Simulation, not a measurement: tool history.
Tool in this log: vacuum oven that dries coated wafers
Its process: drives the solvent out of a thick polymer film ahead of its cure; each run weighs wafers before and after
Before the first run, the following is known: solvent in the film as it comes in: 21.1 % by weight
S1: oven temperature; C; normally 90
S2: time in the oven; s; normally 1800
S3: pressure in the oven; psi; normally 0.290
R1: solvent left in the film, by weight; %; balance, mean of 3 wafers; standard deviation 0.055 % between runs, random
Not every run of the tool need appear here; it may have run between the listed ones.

run 1 day=0.000 | S1=90 S2=1800 S3=0.290 | R1=2.60
run 2 day=0.571 | S1=90 S2=1800 S3=0.290 | R1=2.66
run 3 day=1.375 | S1=90 S2=1800 S3=0.290 | R1=2.69
run 4 day=1.850 | S1=90 S2=1800 S3=0.290 | R1=2.54
run 5 day=2.354 | S1=90 S2=1800 S3=0.290 | R1=2.78
run 6 day=3.112 | S1=90 S2=2700 S3=0.290 | R1=1.71
run 7 day=4.021 | S1=90 S2=1800 S3=0.290 | R1=2.60
run 8 day=4.900 | S1=90 S2=1800 S3=0.290 | R1=2.70
run 9 day=5.421 | S1=90 S2=1800 S3=0.290 | R1=2.69
run 10 day=5.962 | S1=90 S2=1800 S3=0.290 | R1=2.59
run 11 day=6.788 | S1=90 S2=1800 S3=0.290 | R1=2.67
run 12 day=7.592 | S1=90 S2=1800 S3=0.290 | R1=2.48
run 13 day=8.371 | S1=90 S2=1800 S3=0.290 | R1=2.60
run 14 day=9.229 | S1=90 S2=1800 S3=0.290 | R1=2.72
run 15 day=9.754 | S1=90 S2=1800 S3=0.716 | R1=4.42
run 16 day=10.458 | S1=90 S2=1800 S3=0.290 | R1=2.54
run 17 day=11.104 | S1=90 S2=1800 S3=0.766 | R1=4.63
run 18 day=11.738 | S1=90 S2=3240 S3=0.766 | R1=3.71
run 19 day=12.258 | S1=90 S2=3240 S3=0.766 | R1=3.61
-- day=12.604 oven's thermocouples calibrated
run 20 day=13.208 | S1=90 S2=3240 S3=0.766 | R1=3.65
run 21 day=13.804 | S1=90 S2=3240 S3=0.766 | R1=3.52
run 22 day=14.200 | S1=90 S2=1800 S3=0.290 | R1=2.68
run 23 day=14.946 | S1=90 S2=1800 S3=0.290 | R1=2.74
run 24 day=15.442 | S1=90 S2=1800 S3=0.290 | R1=2.63
run 25 day=15.908 | S1=90 S2=900 S3=0.322 | R1=5.92
run 26 day=16.454 | S1=91 S2=900 S3=0.322 | R1=5.59
run 27 day=17.071 | S1=91 S2=900 S3=0.322 | R1=5.56
run 28 day=17.446 | S1=90 S2=1680 S3=0.234 | R1=2.53
run 29 day=17.996 | S1=90 S2=1440 S3=0.183 | R1=3.00
run 30 day=18.875 | S1=84 S2=1740 S3=0.183 | R1=4.48
run 31 day=19.654 | S1=78 S2=1560 S3=0.148 | R1=7.90
run 32 day=20.242 | S1=90 S2=960 S3=0.165 | R1=5.00
run 33 day=20.829 | S1=104 S2=1080 S3=0.194 | R1=0.88
run 34 day=21.308 | S1=104 S2=1080 S3=0.194 | R1=0.86
run 35 day=21.808 | S1=80 S2=1800 S3=0.290 | R1=6.76
run 36 day=22.425 | S1=80 S2=1800 S3=0.213 | R1=6.34
run 37 day=22.867 | S1=82 S2=1800 S3=0.290 | R1=5.77
run 38 day=23.396 | S1=76 S2=1800 S3=0.358 | R1=9.06
run 39 day=23.875 | S1=98 S2=2400 S3=0.210 | R1=0.72
run 40 day=24.642 | S1=98 S2=2400 S3=0.210 | R1=0.78
run 41 day=25.292 | S1=95 S2=2400 S3=0.210 | R1=0.97
run 42 day=26.204 | S1=88 S2=1500 S3=0.290 | R1=4.02
run 43 day=26.842 | S1=88 S2=1500 S3=0.290 | R1=3.98
run 44 day=27.238 | S1=86 S2=1560 S3=0.297 | R1=4.72
run 45 day=27.929 | S1=90 S2=900 S3=0.296 | R1=5.99
run 46 day=28.404 | S1=102 S2=2220 S3=0.831 | R1=2.43
run 47 day=28.796 | S1=93 S2=1980 S3=0.273 | R1=1.66
run 48 day=29.554 | S1=78 S2=1500 S3=0.290 | R1=8.80

Alternative continuations, all from the tool just after run 48; predict every row:
run A day=30.046 | S1=85 S2=1320 S3=0.290 | R1=?
run B day=30.046 | S1=103 S2=1800 S3=0.290 | R1=?
run C day=30.046 | S1=97 S2=1800 S3=0.290 | R1=?

run=A R1=5.96
run=B R1=0.86
run=C R1=1.32
With the hidden condition removed and each run's random variation left untouched, the same runs would have given:
run=A R1=5.93
run=B R1=0.86
run=C R1=1.31
